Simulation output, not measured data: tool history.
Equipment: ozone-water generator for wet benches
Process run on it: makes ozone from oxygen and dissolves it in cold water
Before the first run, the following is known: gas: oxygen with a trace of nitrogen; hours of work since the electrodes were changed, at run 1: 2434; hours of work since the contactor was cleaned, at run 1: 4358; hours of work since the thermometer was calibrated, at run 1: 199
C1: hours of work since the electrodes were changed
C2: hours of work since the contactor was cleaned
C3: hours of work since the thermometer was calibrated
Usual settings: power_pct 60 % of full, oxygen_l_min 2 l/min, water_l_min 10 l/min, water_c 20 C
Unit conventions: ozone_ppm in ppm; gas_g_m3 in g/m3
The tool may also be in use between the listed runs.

Run 1, hour 0: usual settings; C1 2434; C2 4358; C3 199. Result: ozone_ppm 11.7 ppm, gas_g_m3 179.3 g/m3.
Run 2, hour 61.2: usual settings; C1 2481; C2 4406; C3 247. Result: ozone_ppm 11.8 ppm, gas_g_m3 178.6 g/m3.
Run 3, hour 118.4: usual settings; C1 2525; C2 4450; C3 291. Result: ozone_ppm 11.4 ppm, gas_g_m3 179.1 g/m3.
Run 4, hour 190.7: usual settings; C1 2581; C2 4506; C3 347. Result: ozone_ppm 11.6 ppm, gas_g_m3 178.6 g/m3.
Run 5, hour 240.3: usual settings; C1 2620; C2 4544; C3 386. Result: ozone_ppm 11.5 ppm, gas_g_m3 179.4 g/m3.
Run 6, hour 310.7: usual settings; C1 2674; C2 4599; C3 440. Result: ozone_ppm 11.8 ppm, gas_g_m3 178.5 g/m3.
Run 7, hour 386.3: usual settings; C1 2733; C2 4658; C3 499. Result: ozone_ppm 11.7 ppm, gas_g_m3 179 g/m3.
Run 8, hour 480.4: usual settings but power_pct 76 % of full, oxygen_l_min 2.89 l/min; C1 2806; C2 4730; C3 572. Result: ozone_ppm 13.3 ppm, gas_g_m3 167.1 g/m3.
Run 9, hour 565.8: usual settings but power_pct 76 % of full, oxygen_l_min 2.89 l/min; C1 2872; C2 4797; C3 638. Result: ozone_ppm 13.4 ppm, gas_g_m3 167.2 g/m3.
Run 10, hour 620.5: usual settings but power_pct 76 % of full, oxygen_l_min 2.89 l/min; C1 2914; C2 4839; C3 680. Result: ozone_ppm 13.3 ppm, gas_g_m3 165.2 g/m3.
Run 11, hour 702.7: usual settings but water_l_min 14 l/min, water_c 24 C; C1 2978; C2 4903; C3 744. Result: ozone_ppm 8 ppm, gas_g_m3 175.2 g/m3.
Run 12, hour 794.2: usual settings but water_l_min 14 l/min, water_c 24 C; C1 3049; C2 4974; C3 815. Result: ozone_ppm 8.1 ppm, gas_g_m3 175.9 g/m3.
Run 13, hour 887.3: usual settings but power_pct 46 % of full, oxygen_l_min 2.22 l/min, water_c 23 C; C1 3121; C2 5046; C3 887. Result: ozone_ppm 8.8 ppm, gas_g_m3 134.4 g/m3.

Some steps in ozone_ppm between neighbouring runs. How much of each would the tool show without its hidden state too (settings, what came in, random variation), and how much is left for the hidden state, with any gauge scatter that isn't in both results?
The tool's hidden condition here consists of: yield of the discharge, % of new electrodes'; contactor's efficiency, % of a clean one's; true water temperature over the reading, C; drift of the gauge itself on ozone_ppm, %; drift of the gauge itself on gas_g_m3, %.
Run 10 -> 11: power_pct 76 -> 60, oxygen_l_min 2.89 -> 2, water_l_min 10 -> 14, water_c 20 -> 24. ozone_ppm -5.3 ppm: hidden state +1.4, all else -6.7.
